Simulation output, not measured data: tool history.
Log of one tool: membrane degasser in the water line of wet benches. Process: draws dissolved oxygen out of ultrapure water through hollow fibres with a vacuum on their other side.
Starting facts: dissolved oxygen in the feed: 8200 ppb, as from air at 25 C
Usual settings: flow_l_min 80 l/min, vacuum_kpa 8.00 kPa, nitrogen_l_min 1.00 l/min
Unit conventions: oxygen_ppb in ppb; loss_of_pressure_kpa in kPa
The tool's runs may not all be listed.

run	hour	flow_l_min	vacuum_kpa	nitrogen_l_min	oxygen_ppb	loss_of_pressure_kpa
1	0.0	80	8.00	1.00	609.9	56.88
2	45.3	80	8.00	1.00	610.8	56.67
3	95.0	80	8.00	1.00	607.2	56.45
4	171.6	80	8.00	1.00	611.6	56.21
5	213.6	80	8.00	1.00	610.6	56.44
6	251.0	80	8.00	1.00	610.6	56.02
7	325.0	80	8.00	1.00	612.9	56.19
8	366.0	80	8.00	0.74	737.5	56.05
9	417.0	62	5.84	1.91	177.2	43.93
10	484.5	100	18.87	1.72	1462.3	70.83
11	518.1	100	18.87	1.72	1458.0	70.53
12	587.1	62	17.49	2.94	623.4	43.41
13	669.1	111	8.00	1.00	756.5	78.06
14	710.1	107	8.00	1.00	741.5	75.32

Expected results for the next run?
15	748.3	71	6.07	1.83	?	?

For run 15 the tool returned oxygen_ppb 225.0 ppb, loss_of_pressure_kpa 50.18 kPa.
Take away the tool's hidden state, keep the run-to-run variation as it was, and the same run would have given oxygen_ppb 224.4 ppb, loss_of_pressure_kpa 50.17 kPa.
